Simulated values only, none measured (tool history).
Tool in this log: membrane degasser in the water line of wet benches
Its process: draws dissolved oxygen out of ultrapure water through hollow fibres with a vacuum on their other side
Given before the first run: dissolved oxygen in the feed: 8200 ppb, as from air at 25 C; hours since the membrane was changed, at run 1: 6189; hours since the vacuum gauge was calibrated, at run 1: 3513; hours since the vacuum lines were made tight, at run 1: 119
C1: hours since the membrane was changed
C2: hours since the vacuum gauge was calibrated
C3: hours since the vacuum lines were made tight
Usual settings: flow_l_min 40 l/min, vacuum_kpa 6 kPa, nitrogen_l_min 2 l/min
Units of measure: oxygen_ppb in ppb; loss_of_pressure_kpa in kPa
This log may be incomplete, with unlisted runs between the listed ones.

Run 1, hour 0: usual settings; C1 6189; C2 3513; C3 119. Result: oxygen_ppb 176.1 ppb, loss_of_pressure_kpa 65.06 kPa.
Run 2, hour 193.2: usual settings; C1 6382; C2 3706; C3 313. Result: oxygen_ppb 174.2 ppb, loss_of_pressure_kpa 65.68 kPa.
Run 3, hour 316.1: usual settings; C1 6505; C2 3829; C3 436. Result: oxygen_ppb 175.3 ppb, loss_of_pressure_kpa 64.99 kPa.
Run 4, hour 555.5: usual settings; C1 6744; C2 4068; C3 675. Result: oxygen_ppb 175.1 ppb, loss_of_pressure_kpa 65.28 kPa.
Run 5, hour 726.3: usual settings but vacuum_kpa 4.06 kPa; C1 6915; C2 4239; C3 846. Result: oxygen_ppb 92.7 ppb, loss_of_pressure_kpa 65.14 kPa.
Run 6, hour 842: usual settings but vacuum_kpa 4.06 kPa; C1 7031; C2 4355; C3 961. Result: oxygen_ppb 92 ppb, loss_of_pressure_kpa 65 kPa.
Run 7, hour 1068.4: usual settings but vacuum_kpa 4.06 kPa; C1 7257; C2 4581; C3 1188. Result: oxygen_ppb 92.3 ppb, loss_of_pressure_kpa 65.42 kPa.
Run 8, hour 1197.7: usual settings but flow_l_min 32 l/min; C1 7386; C2 4710; C3 1317. Result: oxygen_ppb 125.6 ppb, loss_of_pressure_kpa 52.65 kPa.
Run 9, hour 1388.2: usual settings but nitrogen_l_min 3.16 l/min; C1 7577; C2 4901; C3 1508. Result: oxygen_ppb 132.5 ppb, loss_of_pressure_kpa 65.39 kPa.
Run 10, hour 1557.9: usual settings; C1 7746; C2 5071; C3 1677. Result: oxygen_ppb 176.1 ppb, loss_of_pressure_kpa 65.1 kPa.
Run 11, hour 1738.5: usual settings; C1 7927; C2 5251; C3 1858. Result: oxygen_ppb 175.6 ppb, loss_of_pressure_kpa 65.18 kPa.
Run 12, hour 2004.6: usual settings but nitrogen_l_min 1.9 l/min; C1 8193; C2 5517; C3 2124. Result: oxygen_ppb 180.4 ppb, loss_of_pressure_kpa 65.43 kPa.
Run 13, hour 2204.2: usual settings but nitrogen_l_min 1.9 l/min; C1 8393; C2 5717; C3 2324. Result: oxygen_ppb 178.9 ppb, loss_of_pressure_kpa 65.31 kPa.
Run 14, hour 2314.3: usual settings but flow_l_min 62 l/min; C1 8503; C2 5827; C3 2434. Result: oxygen_ppb 359 ppb, loss_of_pressure_kpa 101.07 kPa.
Run 15, hour 2439.4: usual settings but flow_l_min 62 l/min; C1 8628; C2 5952; C3 2559. Result: oxygen_ppb 366.3 ppb, loss_of_pressure_kpa 101.47 kPa.
Run 16, hour 2666.5: usual settings but flow_l_min 37 l/min, vacuum_kpa 4.43 kPa, nitrogen_l_min 0.9 l/min; C1 8855; C2 6179; C3 2786. Result: oxygen_ppb 141 ppb, loss_of_pressure_kpa 60.29 kPa.
Run 17, hour 2908: usual settings but flow_l_min 34 l/min, vacuum_kpa 4.42 kPa, nitrogen_l_min 3.45 l/min; C1 9097; C2 6421; C3 3027. Result: oxygen_ppb 57.8 ppb, loss_of_pressure_kpa 55.53 kPa.

Expected results for the next run?
Run 18, hour 3137.8: usual settings but flow_l_min 58 l/min, vacuum_kpa 11.93 kPa, nitrogen_l_min 1.33 l/min; C1 9326; C2 6651; C3 3257. Result: oxygen_ppb ?, loss_of_pressure_kpa ?.

Logged for run 18: oxygen_ppb 838 ppb, loss_of_pressure_kpa 94.44 kPa.
Were there no unlogged condition in the tool, this run, its random variation unchanged, would have produced oxygen_ppb 837.5 ppb, loss_of_pressure_kpa 94.38 kPa.
